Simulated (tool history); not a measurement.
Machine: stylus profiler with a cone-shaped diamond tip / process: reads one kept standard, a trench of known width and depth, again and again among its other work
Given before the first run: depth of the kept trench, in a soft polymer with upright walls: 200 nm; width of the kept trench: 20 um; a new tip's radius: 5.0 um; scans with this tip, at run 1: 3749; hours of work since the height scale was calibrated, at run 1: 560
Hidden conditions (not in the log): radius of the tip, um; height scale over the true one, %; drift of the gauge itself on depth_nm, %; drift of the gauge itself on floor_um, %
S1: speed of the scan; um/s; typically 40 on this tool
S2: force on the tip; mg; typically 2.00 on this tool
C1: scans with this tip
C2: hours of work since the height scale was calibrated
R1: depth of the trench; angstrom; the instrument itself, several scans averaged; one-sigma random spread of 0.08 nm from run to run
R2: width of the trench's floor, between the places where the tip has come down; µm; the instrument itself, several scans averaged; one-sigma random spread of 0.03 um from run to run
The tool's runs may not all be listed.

{"run": 1, "hour": 0.0, "S1": 40, "S2": 2.0, "C1": 3749, "C2": 560, "R1": 2014.6, "R2": 16.8}
{"run": 2, "hour": 29.4, "S1": 40, "S2": 2.0, "C1": 3830, "C2": 572, "R1": 2015.4, "R2": 16.72}
{"run": 3, "hour": 53.2, "S1": 11, "S2": 2.0, "C1": 3895, "C2": 582, "R1": 2016.2, "R2": 16.91}
{"run": 4, "hour": 83.2, "S1": 40, "S2": 2.0, "C1": 3976, "C2": 594, "R1": 2014.7, "R2": 16.74}
{"run": 5, "hour": 116.3, "S1": 11, "S2": 2.0, "C1": 4066, "C2": 607, "R1": 2015.7, "R2": 16.81}
{"run": 6, "hour": 135.3, "S1": 11, "S2": 2.0, "C1": 4118, "C2": 615, "R1": 2016.2, "R2": 16.83}
{"run": 7, "hour": 171.8, "S1": 11, "S2": 2.0, "C1": 4218, "C2": 630, "R1": 2016.3, "R2": 16.85}
{"run": 8, "hour": 197.1, "S1": 40, "S2": 2.0, "C1": 4287, "C2": 640, "R1": 2015.0, "R2": 16.74}
{"run": 9, "hour": 216.2, "S1": 40, "S2": 2.0, "C1": 4339, "C2": 648, "R1": 2016.7, "R2": 16.66}
{"run": 10, "hour": 243.7, "S1": 40, "S2": 2.0, "C1": 4414, "C2": 659, "R1": 2017.4, "R2": 16.67}
{"run": 11, "hour": 279.8, "S1": 40, "S2": 2.0, "C1": 4512, "C2": 674, "R1": 2016.0, "R2": 16.74}
{"run": 12, "hour": 307.0, "S1": 40, "S2": 4.64, "C1": 4586, "C2": 685, "R1": 2025.5, "R2": 16.75}
{"run": 13, "hour": 336.4, "S1": 40, "S2": 1.95, "C1": 4666, "C2": 697, "R1": 2015.6, "R2": 16.66}
{"run": 14, "hour": 362.2, "S1": 40, "S2": 1.4, "C1": 4737, "C2": 708, "R1": 2014.5, "R2": 16.66}

What does the tool deliver on the next run?
{"run": 15, "hour": 382.5, "S1": 40, "S2": 1.4, "C1": 4792, "C2": 716, "R1": "?", "R2": "?"}

Run 15 measured R1 2013.5 angstrom, R2 16.65 µm.
If the tool had no hidden condition, the same run with the same run-to-run variation would have returned R1 2010.0 angstrom, R2 17.02 µm.
